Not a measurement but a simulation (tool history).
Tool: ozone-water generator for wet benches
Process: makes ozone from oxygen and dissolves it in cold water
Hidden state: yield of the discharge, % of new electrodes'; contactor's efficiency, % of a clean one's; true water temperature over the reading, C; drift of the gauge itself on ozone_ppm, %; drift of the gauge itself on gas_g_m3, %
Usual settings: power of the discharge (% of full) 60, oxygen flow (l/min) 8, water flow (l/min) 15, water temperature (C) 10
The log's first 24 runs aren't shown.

run      day  power of the discharge (% of full)  oxygen flow (l/min)  water flow (l/min)  water temperature (C)  hours of work since the electrodes were changed  hours of work since the contactor was cleaned  hours of work since the thermometer was calibrated  dissolved ozone (ppm)  ozone in the gas ahead of the water (g/m3)
 25   92.488                                  48                 5.68                  16                      5                                             4134                                           1864                                                3680                   33.6                                       205.9
 26   96.142                                  65                12.98                  18                      5                                             4200                                           1930                                                3746                   36.4                                       162.4
 27   99.846                                  60                    8                  15                      8                                             4266                                           1997                                                3813                   38.4                                       197.8
 28  103.029                                  60                    8                  12                     15                                             4324                                           2055                                                3870                   38.2                                       197.9
 29  107.754                                  85                 8.36                  15                      8                                             4409                                           2140                                                3955                   48.4                                         241
 30    111.1                                  41                    7                  16                      5                                             4469                                           2200                                                4016                   30.3                                       163.5
 31  115.088                                  53                    8                  15                      7                                             4541                                           2272                                                4088                   36.4                                       179.9
 32  117.812                                  43                13.87                  14                      7                                             4590                                           2321                                                4137                   30.4                                       117.5
 33  120.754                                  53                10.06                  21                     11                                             4643                                           2374                                                4190                   26.7                                       158.5
 34  123.829                                  60                    8                  16                     10                                             4699                                           2430                                                4245                     36                                       194.4

Forecast each of these 3 alternatives for the next run:
  A  127.146                                  60                 6.36                  15                     10                                             4759                                           2489                                                4305                      ?                                           ?
  B  127.146                                  60                 8.32                  14                      9                                             4759                                           2489                                                4305                      ?                                           ?
  C  127.146                                  55                 5.07                  11                     10                                             4759                                           2489                                                4305                      ?                                           ?

run  dissolved ozone (ppm)  ozone in the gas ahead of the water (g/m3)
  A                   37.8                                       219.5
  B                   39.1                                       190.3
  C                   43.9                                       234.3
Without the tool's hidden state the same runs would have given:
run  dissolved ozone (ppm)  ozone in the gas ahead of the water (g/m3)
  A                   37.9                                       231.8
  B                   39.2                                       200.9
  C                     44                                       247.5
